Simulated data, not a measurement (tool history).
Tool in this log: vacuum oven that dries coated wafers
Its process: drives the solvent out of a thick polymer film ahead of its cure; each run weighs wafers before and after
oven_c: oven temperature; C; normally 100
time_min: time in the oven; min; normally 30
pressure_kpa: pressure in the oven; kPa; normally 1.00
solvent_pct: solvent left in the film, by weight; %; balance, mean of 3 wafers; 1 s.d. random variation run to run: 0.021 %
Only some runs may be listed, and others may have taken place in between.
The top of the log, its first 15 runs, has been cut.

Run 16, hour 130.6: usual settings but time_min 48 min. Result: solvent_pct 1.43 %.
Run 17, hour 141.8: usual settings. Result: solvent_pct 2.99 %.
Run 18, hour 147.0: usual settings but time_min 36 min. Result: solvent_pct 2.31 %.
Run 19, hour 155.9: usual settings but oven_c 98 C, time_min 36 min, pressure_kpa 0.63 kPa. Result: solvent_pct 2.47 %.
Run 20, hour 167.3: usual settings but time_min 37 min. Result: solvent_pct 2.21 %.
Run 21, hour 176.5: usual settings but oven_c 94 C, time_min 36 min, pressure_kpa 1.33 kPa. Result: solvent_pct 3.55 %.
Run 22, hour 188.3: usual settings but time_min 23 min, pressure_kpa 1.15 kPa. Result: solvent_pct 4.16 %.
At hour 191.4: oven's thermocouples calibrated.
Run 23, hour 196.2: usual settings but oven_c 102 C, time_min 23 min, pressure_kpa 2.92 kPa. Result: solvent_pct 4.27 %.
Run 24, hour 206.0: usual settings but oven_c 104 C, time_min 25 min, pressure_kpa 0.57 kPa. Result: solvent_pct 2.83 %.
Run 25, hour 218.0: usual settings but oven_c 104 C, time_min 25 min, pressure_kpa 0.57 kPa. Result: solvent_pct 2.79 %.
Run 26, hour 227.9: usual settings but oven_c 104 C, time_min 25 min, pressure_kpa 0.57 kPa. Result: solvent_pct 2.81 %.
Run 27, hour 233.5: usual settings but oven_c 114 C, time_min 36 min, pressure_kpa 3.37 kPa. Result: solvent_pct 1.31 %.
At hour 236.9: oven's thermocouples calibrated, once more.
Run 28, hour 247.0: usual settings but time_min 48 min, pressure_kpa 0.68 kPa. Result: solvent_pct 1.35 %.
Run 29, hour 256.0: usual settings but oven_c 97 C, time_min 45 min, pressure_kpa 0.68 kPa. Result: solvent_pct 1.94 %.
Run 30, hour 264.2: usual settings but oven_c 94 C, pressure_kpa 0.95 kPa. Result: solvent_pct 4.22 %.
Run 31, hour 273.6: usual settings but oven_c 94 C, pressure_kpa 0.95 kPa. Result: solvent_pct 4.19 %.
Run 32, hour 279.3: usual settings but oven_c 93 C, time_min 28 min, pressure_kpa 3.01 kPa. Result: solvent_pct 5.61 %.
Run 33, hour 286.6: usual settings but oven_c 87 C, time_min 36 min. Result: solvent_pct 4.92 %.
Run 34, hour 295.8: usual settings but pressure_kpa 3.13 kPa. Result: solvent_pct 3.83 %.

Consider 3 possible next runs. They are alternatives, not a sequence: every one starts from the tool as it was left by run 34. What does each give?
Run A, hour 306.4: usual settings but oven_c 102 C, time_min 44 min, pressure_kpa 1.96 kPa. Result: solvent_pct ?.
Run B, hour 306.4: usual settings but oven_c 101 C, pressure_kpa 1.44 kPa. Result: solvent_pct ?.
Run C, hour 306.4: usual settings but oven_c 105 C, time_min 23 min, pressure_kpa 3.13 kPa. Result: solvent_pct ?.

run  solvent_pct
  A         1.85
  B         3.02
  C         3.87
With no hidden state in the tool, these same runs would have given:
run  solvent_pct
  A         1.86
  B         3.05
  C         3.91
